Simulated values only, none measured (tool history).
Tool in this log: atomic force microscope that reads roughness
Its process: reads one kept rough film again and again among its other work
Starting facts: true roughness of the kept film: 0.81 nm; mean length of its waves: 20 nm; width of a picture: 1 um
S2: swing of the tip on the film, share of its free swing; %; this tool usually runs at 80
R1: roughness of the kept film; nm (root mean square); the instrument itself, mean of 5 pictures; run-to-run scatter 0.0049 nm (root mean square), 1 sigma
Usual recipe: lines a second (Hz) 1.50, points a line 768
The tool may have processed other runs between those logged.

Run 1, hour 0.0: usual settings. Result: R1 0.694 nm (root mean square).
Run 2, hour 21.2: usual settings but points a line 374. Result: R1 0.687 nm (root mean square).
Run 3, hour 44.0: usual settings but S2 68 %. Result: R1 0.716 nm (root mean square).
Run 4, hour 80.4: usual settings but points a line 597. Result: R1 0.705 nm (root mean square).
Run 5, hour 95.4: usual settings but points a line 386. Result: R1 0.694 nm (root mean square).
Run 6, hour 112.6: usual settings. Result: R1 0.698 nm (root mean square).
Run 7, hour 141.1: usual settings but lines a second (Hz) 0.85. Result: R1 0.728 nm (root mean square).
Run 8, hour 158.8: usual settings but points a line 809. Result: R1 0.700 nm (root mean square).
Run 9, hour 187.2: usual settings but points a line 809. Result: R1 0.708 nm (root mean square).
Run 10, hour 221.2: usual settings. Result: R1 0.708 nm (root mean square).
Run 11, hour 251.6: usual settings. Result: R1 0.700 nm (root mean square).
Run 12, hour 272.1: usual settings but S2 64 %. Result: R1 0.724 nm (root mean square).
Run 13, hour 304.8: usual settings but S2 64 %. Result: R1 0.729 nm (root mean square).
Run 14, hour 335.9: usual settings but S2 64 %. Result: R1 0.738 nm (root mean square).
Run 15, hour 353.7: usual settings but S2 64 %. Result: R1 0.722 nm (root mean square).
Run 16, hour 388.6: usual settings but S2 64 %. Result: R1 0.730 nm (root mean square).
Run 17, hour 408.8: usual settings but S2 64 %. Result: R1 0.735 nm (root mean square).
Run 18, hour 436.2: usual settings but lines a second (Hz) 1.32, S2 72 %, points a line 1001. Result: R1 0.726 nm (root mean square).
Run 19, hour 456.5: usual settings but lines a second (Hz) 1.32, S2 72 %, points a line 317. Result: R1 0.715 nm (root mean square).
Run 20, hour 478.0: usual settings but lines a second (Hz) 1.32, S2 72 %, points a line 317. Result: R1 0.697 nm (root mean square).
Run 21, hour 496.7: usual settings but lines a second (Hz) 1.32, S2 67 %, points a line 570. Result: R1 0.727 nm (root mean square).
Run 22, hour 518.5: usual settings but lines a second (Hz) 1.32, S2 67 %, points a line 570. Result: R1 0.731 nm (root mean square).
Run 23, hour 554.8: usual settings but lines a second (Hz) 1.36, S2 67 %, points a line 570. Result: R1 0.732 nm (root mean square).
Run 24, hour 591.0: usual settings but lines a second (Hz) 1.36, S2 67 %, points a line 570. Result: R1 0.721 nm (root mean square).
Run 25, hour 618.9: usual settings but lines a second (Hz) 1.36, S2 67 %, points a line 570. Result: R1 0.724 nm (root mean square).
Run 26, hour 642.6: usual settings but lines a second (Hz) 1.36, S2 89 %, points a line 932. Result: R1 0.691 nm (root mean square).
Run 27, hour 675.4: usual settings but lines a second (Hz) 3.67. Result: R1 0.653 nm (root mean square).

Not shown here: 4 entries made in the log between runs. Locate each between two listed runs and compare the hidden state at the listed run before it with the hidden state at the listed run after it:
From run 3 to run 4: new tip fitted (hour 72.3)
  radius of the tip, nm: 10.3 -> 10
From run 10 to run 11: new tip fitted (hour 233.5)
  radius of the tip, nm: 10.4 -> 10
From run 16 to run 17: new tip fitted (hour 393.7)
  radius of the tip, nm: 10.4 -> 10.1
From run 22 to run 23: new tip fitted (hour 554.5)
  radius of the tip, nm: 10.3 -> 10

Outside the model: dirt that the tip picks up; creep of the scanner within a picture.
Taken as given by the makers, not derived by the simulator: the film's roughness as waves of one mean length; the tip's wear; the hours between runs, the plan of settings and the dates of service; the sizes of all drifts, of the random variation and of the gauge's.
